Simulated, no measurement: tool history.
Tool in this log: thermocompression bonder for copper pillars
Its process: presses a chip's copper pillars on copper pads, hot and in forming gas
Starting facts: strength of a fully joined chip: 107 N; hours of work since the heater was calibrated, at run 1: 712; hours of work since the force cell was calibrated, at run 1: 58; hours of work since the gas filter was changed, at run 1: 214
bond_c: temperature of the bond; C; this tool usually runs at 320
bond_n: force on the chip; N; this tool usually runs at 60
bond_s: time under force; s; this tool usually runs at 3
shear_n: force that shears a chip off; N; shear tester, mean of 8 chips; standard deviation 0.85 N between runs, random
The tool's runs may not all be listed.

run   hour  bond_c  bond_n  bond_s  hours of work since the heater was calibrated  hours of work since the force cell was calibrated  hours of work since the gas filter was changed  shear_n
  1      0     320      60       3                                            712                                                 58                                             214     69.2
  2   15.9     320      60       3                                            722                                                 68                                             224       69
  3   26.3     320      60       3                                            729                                                 75                                             231     68.5
  4   37.8     320      60       3                                            736                                                 83                                             238     67.8
  5   51.7     320      60       3                                            746                                                 92                                             247       67
  6   61.5     320      60       3                                            752                                                 98                                             254     67.9
  7   78.8     320      60       3                                            763                                                110                                             265     67.5
  8   92.6     320      60       3                                            772                                                119                                             274     67.8
  9  105.3     320      60       3                                            781                                                127                                             283     66.3
 10  119.2     328      37       9                                            790                                                136                                             292     70.3
 11  127.8     349      41       5                                            795                                                142                                             297     75.3
 12  143.1     349      41       5                                            805                                                152                                             307     74.7
 13    152     335      60       3                                            811                                                157                                             313     75.2
 14  167.1     335      60       3                                            821                                                167                                             323     73.5
 15  178.9     335      60       3                                            829                                                175                                             331     74.6
 16  190.8     335      60       3                                            837                                                183                                             339     73.4
 17  207.9     335      84       3                                            848                                                194                                             350     84.2

Consider 3 possible next runs. They are alternatives, not a sequence: every one starts from the tool as it was left by run 17. What does each give?
     218.1  -- forming gas filter changed
  A  218.6     320      76       6                                            855                                                201                                               0        ?
     218.1  -- forming gas filter changed
  B  218.6     335      46       7                                            855                                                201                                               0        ?
     218.1  -- forming gas filter changed
  C  218.6     335      82       3                                            855                                                201                                               0        ?

run  shear_n
  A     93.9
  B     86.1
  C     92.7
What these runs would have given with no unlogged condition in the tool:
run  shear_n
  A     97.3
  B     90.5
  C       96
